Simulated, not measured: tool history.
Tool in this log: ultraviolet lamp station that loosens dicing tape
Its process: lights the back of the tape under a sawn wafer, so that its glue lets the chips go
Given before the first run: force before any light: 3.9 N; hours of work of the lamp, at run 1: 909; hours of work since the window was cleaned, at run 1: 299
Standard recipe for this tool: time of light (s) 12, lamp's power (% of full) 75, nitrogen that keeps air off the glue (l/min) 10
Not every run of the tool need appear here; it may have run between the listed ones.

run    hour  time of light (s)  lamp's power (% of full)  nitrogen that keeps air off the glue (l/min)  hours of work of the lamp  hours of work since the window was cleaned  force that peels the tape off (N)  light that reached the tape (mJ/cm2)
  1     0.0                 12                        75                                            10                        909                                         299                              0.697                                   245
  2    39.7                 12                        75                                            10                        934                                         324                              0.723                                   239
  3    79.0                 12                        75                                             7                        959                                         349                              0.791                                   231
  4   134.0                 12                        75                                             7                        994                                         384                              0.828                                   231
  5   185.9                 12                        75                                             7                       1027                                         416                              0.830                                   226
  6   235.2                 12                        75                                             7                       1058                                         448                              0.846                                   222
  7   263.9                 12                        75                                             7                       1076                                         466                              0.897                                   217
      287.9  -- window cleaned of glue's vapour
  8   303.2                 12                        75                                            10                       1100                                          10                              0.713                                   240
  9   338.1                 12                        75                                            10                       1122                                          32                              0.719                                   234
 10   368.8                 12                        75                                            10                       1142                                          51                              0.693                                   235
 11   422.5                 12                        62                                            10                       1175                                          85                              0.979                                   193
 12   461.2                 16                        62                                            10                       1200                                         109                              0.645                                   251
 13   496.5                 16                        79                                            10                       1222                                         132                              0.511                                   310
 14   528.6                 12                        75                                             5                       1242                                         152                              0.947                                   222
 15   582.1                  9                        64                                             6                       1276                                         186                              1.530                                   139
 16   620.7                 10                        67                                            16                       1301                                         210                              1.098                                   165
      646.2  -- lamp changed
 17   663.4                 10                        67                                            16                         11                                         236                              0.601                                   241
 18   708.1                 15                        93                                             4                         39                                         264                              0.332                                   505
 19   748.3                 18                        88                                             8                         64                                         290                              0.264                                   561
 20   788.4                 21                        80                                             5                         90                                         315                              0.274                                   588
 21   842.4                 21                        80                                             5                        124                                         349                              0.269                                   589
 22   869.5                 21                        80                                             5                        141                                         366                              0.279                                   576
 23   914.1                 13                        70                                            10                        169                                         394                              0.489                                   309
 24   953.7                 13                        84                                             8                        194                                         419                              0.414                                   367
 25  1011.1                 12                        65                                             3                        230                                         456                              0.913                                   255
     1050.4  -- window cleaned of glue's vapour
 26  1056.5                 12                        65                                             3                        259                                           4                              0.809                                   281
 27  1108.9                  9                        71                                             5                        292                                          37                              0.945                                   223
 28  1158.1                  9                        71                                             5                        323                                          68                              0.936                                   221

Branching from run 28: 4 alternative next runs. What would each branch give?
  A  1199.7                  9                        71                                            17                        349                                          94                                  ?                                     ?
  B  1199.7                 11                        66                                            10                        349                                          94                                  ?                                     ?
  C  1199.7                 20                        78                                            19                        349                                          94                                  ?                                     ?
  D  1199.7                 11                        75                                             9                        349                                          94                                  ?                                     ?

run  force that peels the tape off (N)  light that reached the tape (mJ/cm2)
  A                              0.709                                   217
  B                              0.675                                   251
  C                              0.248                                   534
  D                              0.574                                   282
Had the tool no hidden state, the same runs would have come out as:
run  force that peels the tape off (N)  light that reached the tape (mJ/cm2)
  A                              0.603                                   243
  B                              0.574                                   281
  C                              0.237                                   599
  D                              0.487                                   316
